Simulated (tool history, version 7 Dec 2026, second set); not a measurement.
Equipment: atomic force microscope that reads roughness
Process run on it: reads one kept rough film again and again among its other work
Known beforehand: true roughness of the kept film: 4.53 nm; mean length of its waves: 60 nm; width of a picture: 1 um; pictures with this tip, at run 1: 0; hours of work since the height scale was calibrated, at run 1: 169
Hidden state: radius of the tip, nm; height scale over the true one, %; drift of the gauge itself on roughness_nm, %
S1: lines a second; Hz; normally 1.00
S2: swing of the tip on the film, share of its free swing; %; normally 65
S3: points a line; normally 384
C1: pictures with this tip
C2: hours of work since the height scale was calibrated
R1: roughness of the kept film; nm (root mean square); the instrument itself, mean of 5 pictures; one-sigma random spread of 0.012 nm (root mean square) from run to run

Run 1, hour 0.0: usual settings; C1 0; C2 169. Result: R1 4.241 nm (root mean square).
Run 2, hour 39.3: usual settings; C1 81; C2 200. Result: R1 4.245 nm (root mean square).
At hour 55.6: new tip fitted.
Run 3, hour 77.1: usual settings; C1 45; C2 228. Result: R1 4.240 nm (root mean square).
Run 4, hour 103.6: usual settings; C1 99; C2 249. Result: R1 4.233 nm (root mean square).
At hour 111.8: new tip fitted.
Run 5, hour 140.0: usual settings; C1 58; C2 277. Result: R1 4.231 nm (root mean square).
At hour 166.2: new tip fitted.
Run 6, hour 191.7: usual settings; C1 53; C2 316. Result: R1 4.246 nm (root mean square).
At hour 222.1: new tip fitted.
Run 7, hour 222.1: usual settings but S1 2.32 Hz; C1 0; C2 339. Result: R1 4.027 nm (root mean square).
Run 8, hour 253.8: usual settings but S1 2.32 Hz; C1 65; C2 364. Result: R1 4.041 nm (root mean square).
At hour 278.2: new tip fitted.
Run 9, hour 294.3: usual settings but S1 3.09 Hz, S2 67 %, S3 910; C1 33; C2 395. Result: R1 3.903 nm (root mean square).
Run 10, hour 321.9: usual settings but S1 3.09 Hz, S2 67 %, S3 910; C1 90; C2 416. Result: R1 3.911 nm (root mean square).

5 ways to go on from here, each from the tool as it stands after run 10. What would each give?
At hour 334.3: new tip fitted.
Run A, hour 364.1: usual settings but S1 1.95 Hz, S3 358; C1 61; C2 448. Result: R1 ?.
At hour 334.3: new tip fitted.
Run B, hour 364.1: usual settings but S1 0.59 Hz, S2 81 %, S3 353; C1 61; C2 448. Result: R1 ?.
At hour 334.3: new tip fitted.
Run C, hour 364.1: usual settings but S3 848; C1 61; C2 448. Result: R1 ?.
At hour 334.3: new tip fitted.
Run D, hour 364.1: usual settings but S1 3.47 Hz, S2 67 %, S3 910; C1 61; C2 448. Result: R1 ?.
At hour 334.3: new tip fitted.
Run E, hour 364.1: usual settings but S1 0.93 Hz, S2 67 %, S3 541; C1 61; C2 448. Result: R1 ?.

run     R1
  A  4.121
  B  4.195
  C  4.255
  D  3.845
  E  4.245
Had the tool no hidden state, the same runs would have come out as:
run     R1
  A  4.125
  B  4.200
  C  4.260
  D  3.849
  E  4.250
